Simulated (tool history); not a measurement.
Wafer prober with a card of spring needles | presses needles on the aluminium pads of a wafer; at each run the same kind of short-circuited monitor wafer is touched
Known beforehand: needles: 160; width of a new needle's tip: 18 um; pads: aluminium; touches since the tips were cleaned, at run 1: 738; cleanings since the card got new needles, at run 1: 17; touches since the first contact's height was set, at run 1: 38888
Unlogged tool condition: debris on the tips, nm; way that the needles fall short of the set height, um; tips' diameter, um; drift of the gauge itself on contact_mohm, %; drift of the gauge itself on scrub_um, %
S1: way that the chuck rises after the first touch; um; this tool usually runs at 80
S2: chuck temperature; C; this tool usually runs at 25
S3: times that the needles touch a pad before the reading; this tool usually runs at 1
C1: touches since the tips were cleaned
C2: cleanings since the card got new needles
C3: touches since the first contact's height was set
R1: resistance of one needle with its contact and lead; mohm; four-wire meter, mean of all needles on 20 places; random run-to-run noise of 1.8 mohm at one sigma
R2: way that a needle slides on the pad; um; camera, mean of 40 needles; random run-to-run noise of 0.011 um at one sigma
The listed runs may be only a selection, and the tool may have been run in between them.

run,hour,S1,S2,S3,C1,C2,C3,R1,R2
1,0,80,25,1,738,17,38888,229,12.57
# hour 13.4: tips cleaned on abrasive film
2,14.2,80,25,1,453,18,46355,224,12.57
3,23.9,80,25,1,5571,18,51473,288,12.59
# hour 29.3: tips cleaned on abrasive film
4,38.7,76,25,1,4981,19,59245,298,11.94
# hour 43.9: tips cleaned on abrasive film
5,53,86,25,1,4776,20,66747,272,13.51
# hour 58.6: tips cleaned on abrasive film
6,61.5,86,25,1,1547,21,71200,246,13.5
# hour 73.6: tips cleaned on abrasive film
7,74.5,86,25,1,519,22,78056,224,13.45
# hour 88.2: tips cleaned on abrasive film
8,89,86,25,1,404,23,85635,218,13.47
9,96.3,95,25,1,4262,23,89493,256,14.86
# hour 103.6: tips cleaned on abrasive film
10,113.4,80,25,1,5216,24,98519,295,12.48
# hour 119.3: tips cleaned on abrasive film
11,120.5,80,25,1,666,25,102217,231,12.45
# hour 123.3: height of the first contact set anew
12,132.6,80,25,1,6913,25,4929,292,12.67
# hour 135: tips cleaned on abrasive film
13,145.8,80,25,1,5713,26,11848,288,12.67
# hour 150.8: tips cleaned on abrasive film
14,158.9,77,25,1,4283,27,18710,295,12.19
# hour 165.3: tips cleaned on abrasive film
15,175.3,80,25,1,5318,28,27376,291,12.62
# hour 180.9: tips cleaned on abrasive film
16,185.7,80,25,2,2531,29,32777,248,12.6
# hour 195.7: tips cleaned on abrasive film
17,199.7,80,25,2,2126,30,40152,242,12.61
# hour 210.4: tips cleaned on abrasive film
18,214.9,96,25,2,2344,31,48125,224,15.11
# hour 225: tips cleaned on abrasive film
19,226.6,96,25,2,875,32,54303,211,15.1
# hour 239.8: tips cleaned on abrasive film
20,242,89,29,2,1176,33,62386,221,13.99
# hour 255.2: tips cleaned on abrasive film
21,255.2,89,29,2,0,34,69296,195,13.99
# hour 270.6: tips cleaned on abrasive film
22,271,96,123,3,189,35,77592,215,15.07
23,281.5,96,123,3,5781,35,83184,234,15.05
# hour 285.3: tips cleaned on abrasive film
24,291,82,106,1,3015,36,88117,292,12.83
# hour 300: tips cleaned on abrasive film
25,306.1,80,29,2,3249,37,96083,246,12.5
# hour 314.8: tips cleaned on abrasive film
26,319.6,91,56,2,2547,38,103163,235,14.21
# hour 320.8: height of the first contact set anew
# hour 330.2: tips cleaned on abrasive film
27,333.6,67,62,1,1798,39,6739,294,10.61
28,341.8,67,62,1,6125,39,11066,344,10.6
# hour 345.3: tips cleaned on abrasive film
29,354.6,66,101,2,4949,40,17812,297,10.44
# hour 360.2: tips cleaned on abrasive film
30,361.8,95,57,2,861,41,21555,219,15.02
31,374.6,85,66,2,7619,41,28313,258,13.44
# hour 376.3: tips cleaned on abrasive film
32,384.5,85,66,1,4353,42,33515,282,13.43
# hour 390.9: tips cleaned on abrasive film
33,398.9,99,30,2,4190,43,41050,230,15.63

Each row is a separate what-if for the run after 33, all from the same tool condition, not one after another. Results?
# hour 406.3: tips cleaned on abrasive film
A,408,73,124,1,920,44,45841,?,?
# hour 406.3: tips cleaned on abrasive film
B,408,94,66,1,920,44,45841,?,?
# hour 406.3: tips cleaned on abrasive film
C,408,74,68,1,920,44,45841,?,?
# hour 406.3: tips cleaned on abrasive film
D,408,100,44,1,920,44,45841,?,?

run,R1,R2
A,270,11.5
B,236,14.8
C,260,11.64
D,222,15.79
With the hidden condition removed and each run's random variation left untouched, the same runs would have given:
run,R1,R2
A,216,11.59
B,199,14.9
C,203,11.74
D,189,15.88

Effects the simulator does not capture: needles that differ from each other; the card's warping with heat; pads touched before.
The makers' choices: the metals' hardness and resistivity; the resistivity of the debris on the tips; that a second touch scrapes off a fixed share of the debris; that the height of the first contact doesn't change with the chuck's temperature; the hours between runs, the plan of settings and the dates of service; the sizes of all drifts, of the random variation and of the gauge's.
